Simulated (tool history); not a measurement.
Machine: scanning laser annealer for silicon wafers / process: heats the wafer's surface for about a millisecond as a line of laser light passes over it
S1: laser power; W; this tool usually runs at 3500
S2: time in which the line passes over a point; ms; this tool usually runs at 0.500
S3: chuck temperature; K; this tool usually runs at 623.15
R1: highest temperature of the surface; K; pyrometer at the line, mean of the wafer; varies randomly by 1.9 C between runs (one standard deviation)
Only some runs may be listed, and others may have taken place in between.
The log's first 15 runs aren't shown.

run   hour    S1     S2      S3       R1
 16  206.0  3500  0.500  623.15  1409.15
 17  223.3  3500  0.500  623.15  1409.15
 18  235.4  3500  0.500  623.15  1406.15
 19  245.5  3794  0.500  623.15  1498.15
 20  257.4  3500  0.370  623.15  1303.15
 21  266.6  3244  0.355  625.15  1226.15
 22  276.8  3244  0.355  637.15  1242.15
 23  295.2  3500  0.585  623.15  1467.15
 24  315.1  3262  0.471  630.15  1322.15
 25  324.1  3262  0.471  630.15  1324.15
 26  333.8  3759  0.453  651.15  1473.15
 27  351.3  3789  0.453  622.15  1455.15
 28  365.4  3575  0.395  659.15  1382.15
 29  382.7  3716  0.381  612.15  1359.15
 30  393.6  3716  0.381  628.15  1374.15
 31  402.6  3634  0.443  601.15  1376.15
 32  414.3  3634  0.443  601.15  1378.15
 33  432.6  3579  0.498  623.15  1426.15
 34  447.4  3571  0.361  623.15  1312.15
 35  461.6  3612  0.512  647.15  1470.15
 36  478.3  3695  0.410  623.15  1387.15
 37  495.1  3783  0.500  623.15  1490.15
 38  513.3  3500  0.371  591.15  1268.15
 39  531.6  3500  0.371  591.15  1273.15
 40  551.1  3500  0.371  653.15  1331.15

Here are 3 independent what-if runs from the current tool condition. What would each one return?
  A  570.5  3437  0.365  590.15   ?
  B  570.5  2983  0.386  660.15   ?
  C  570.5  3500  0.371  601.15   ?

run       R1
  A  1251.15
  B  1218.15
  C  1277.15
Without the tool's hidden state the same runs would have given:
run       R1
  A  1282.15
  B  1244.15
  C  1309.15
